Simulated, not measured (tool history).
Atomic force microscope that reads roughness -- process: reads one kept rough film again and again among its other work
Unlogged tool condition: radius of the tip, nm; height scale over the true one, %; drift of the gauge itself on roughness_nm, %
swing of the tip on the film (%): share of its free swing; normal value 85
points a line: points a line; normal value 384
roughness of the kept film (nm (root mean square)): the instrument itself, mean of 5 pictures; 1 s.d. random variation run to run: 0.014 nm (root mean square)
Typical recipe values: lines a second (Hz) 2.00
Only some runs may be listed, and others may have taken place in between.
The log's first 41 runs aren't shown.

run	hour	lines a second (Hz)	swing of the tip on the film (%)	points a line	pictures with this tip	hours of work since the height scale was calibrated	roughness of the kept film (nm (root mean square))
42	527.9	2.00	65	727	123	58	3.209
43	545.7	2.03	59	308	154	68	3.090
44	561.5	2.03	87	775	182	77	2.691
45	577.3	1.23	61	379	209	86	2.954
46	593.3	0.65	85	289	237	95	2.773
47	610.0	2.03	74	372	266	105	2.598
# hour 617.9: new tip fitted
48	622.6	2.03	74	372	8	112	3.591
49	641.6	2.00	85	296	41	123	3.188
50	658.6	2.00	85	296	70	132	3.067
51	674.0	2.00	85	296	97	141	2.940
52	684.5	2.00	85	296	115	147	2.883
53	696.4	2.08	85	384	136	154	2.807

The next listed run, before its measurement:
54	705.6	3.57	80	384	152	159	?

Run 54 yielded roughness of the kept film (nm (root mean square)) 2.635.
Without the tool's hidden state the same run would have given roughness of the kept film (nm (root mean square)) 3.303.
